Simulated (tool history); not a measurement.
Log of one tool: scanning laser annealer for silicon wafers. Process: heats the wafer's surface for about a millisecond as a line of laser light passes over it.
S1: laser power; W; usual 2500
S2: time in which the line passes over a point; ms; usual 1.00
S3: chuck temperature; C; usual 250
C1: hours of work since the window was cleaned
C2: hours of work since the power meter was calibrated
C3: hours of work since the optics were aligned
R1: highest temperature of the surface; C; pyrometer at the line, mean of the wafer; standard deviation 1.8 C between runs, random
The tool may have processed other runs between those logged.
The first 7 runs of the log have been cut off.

run 8 day=17.671 | S1=2598 S2=1.00 S3=250 | C1=316 C2=1395 C3=157 | R1=1116
run 9 day=20.412 | S1=2598 S2=1.00 S3=250 | C1=353 C2=1432 C3=195 | R1=1116
run 10 day=21.850 | S1=2500 S2=1.00 S3=237 | C1=373 C2=1452 C3=215 | R1=1070
-- day=24.362 window over the wafer cleaned
run 11 day=25.217 | S1=2500 S2=0.83 S3=237 | C1=12 C2=1497 C3=260 | R1=983
run 12 day=27.358 | S1=2500 S2=0.83 S3=237 | C1=41 C2=1526 C3=289 | R1=983
run 13 day=29.862 | S1=2500 S2=0.83 S3=237 | C1=75 C2=1561 C3=324 | R1=982
run 14 day=33.338 | S1=2500 S2=0.83 S3=237 | C1=123 C2=1608 C3=371 | R1=983
run 15 day=36.692 | S1=2500 S2=0.83 S3=237 | C1=169 C2=1654 C3=417 | R1=980
run 16 day=38.129 | S1=2416 S2=1.00 S3=236 | C1=189 C2=1674 C3=437 | R1=1039
run 17 day=41.538 | S1=2416 S2=1.00 S3=236 | C1=235 C2=1721 C3=484 | R1=1041
run 18 day=43.817 | S1=2416 S2=1.00 S3=236 | C1=267 C2=1752 C3=515 | R1=1040
run 19 day=46.154 | S1=2223 S2=0.72 S3=250 | C1=299 C2=1784 C3=547 | R1=856
run 20 day=48.596 | S1=2223 S2=0.72 S3=250 | C1=332 C2=1818 C3=580 | R1=855
run 21 day=51.567 | S1=2723 S2=1.20 S3=284 | C1=373 C2=1858 C3=621 | R1=1290
run 22 day=53.062 | S1=2356 S2=1.14 S3=232 | C1=394 C2=1879 C3=642 | R1=1077
-- day=54.175 window over the wafer cleaned
run 23 day=55.667 | S1=2356 S2=0.99 S3=221 | C1=20 C2=1913 C3=676 | R1=1001
run 24 day=57.400 | S1=2474 S2=0.99 S3=221 | C1=44 C2=1937 C3=700 | R1=1034
run 25 day=60.704 | S1=2644 S2=0.87 S3=271 | C1=90 C2=1983 C3=745 | R1=1083
run 26 day=62.521 | S1=2644 S2=0.87 S3=271 | C1=114 C2=2007 C3=770 | R1=1079
run 27 day=65.104 | S1=2500 S2=0.94 S3=260 | C1=150 C2=2043 C3=806 | R1=1063
run 28 day=67.850 | S1=2460 S2=0.90 S3=245 | C1=188 C2=2081 C3=843 | R1=1015
run 29 day=71.221 | S1=2174 S2=0.73 S3=264 | C1=234 C2=2127 C3=889 | R1=860
run 30 day=73.988 | S1=2174 S2=0.73 S3=264 | C1=272 C2=2165 C3=927 | R1=861

5 ways to go on from here, each from the tool as it stands after run 30. What would each give?
run A day=76.192 | S1=2276 S2=0.79 S3=289 | C1=302 C2=2195 C3=958 | R1=?
run B day=76.192 | S1=2179 S2=0.80 S3=285 | C1=302 C2=2195 C3=958 | R1=?
run C day=76.192 | S1=2500 S2=1.00 S3=245 | C1=302 C2=2195 C3=958 | R1=?
run D day=76.192 | S1=2500 S2=1.08 S3=250 | C1=302 C2=2195 C3=958 | R1=?
run E day=76.192 | S1=2500 S2=0.73 S3=250 | C1=302 C2=2195 C3=958 | R1=?

run=A R1=945
run=B R1=916
run=C R1=1077
run=D R1=1119
run=E R1=941
With the hidden condition removed and each run's random variation left untouched, the same runs would have given:
run=A R1=945
run=B R1=916
run=C R1=1077
run=D R1=1120
run=E R1=942

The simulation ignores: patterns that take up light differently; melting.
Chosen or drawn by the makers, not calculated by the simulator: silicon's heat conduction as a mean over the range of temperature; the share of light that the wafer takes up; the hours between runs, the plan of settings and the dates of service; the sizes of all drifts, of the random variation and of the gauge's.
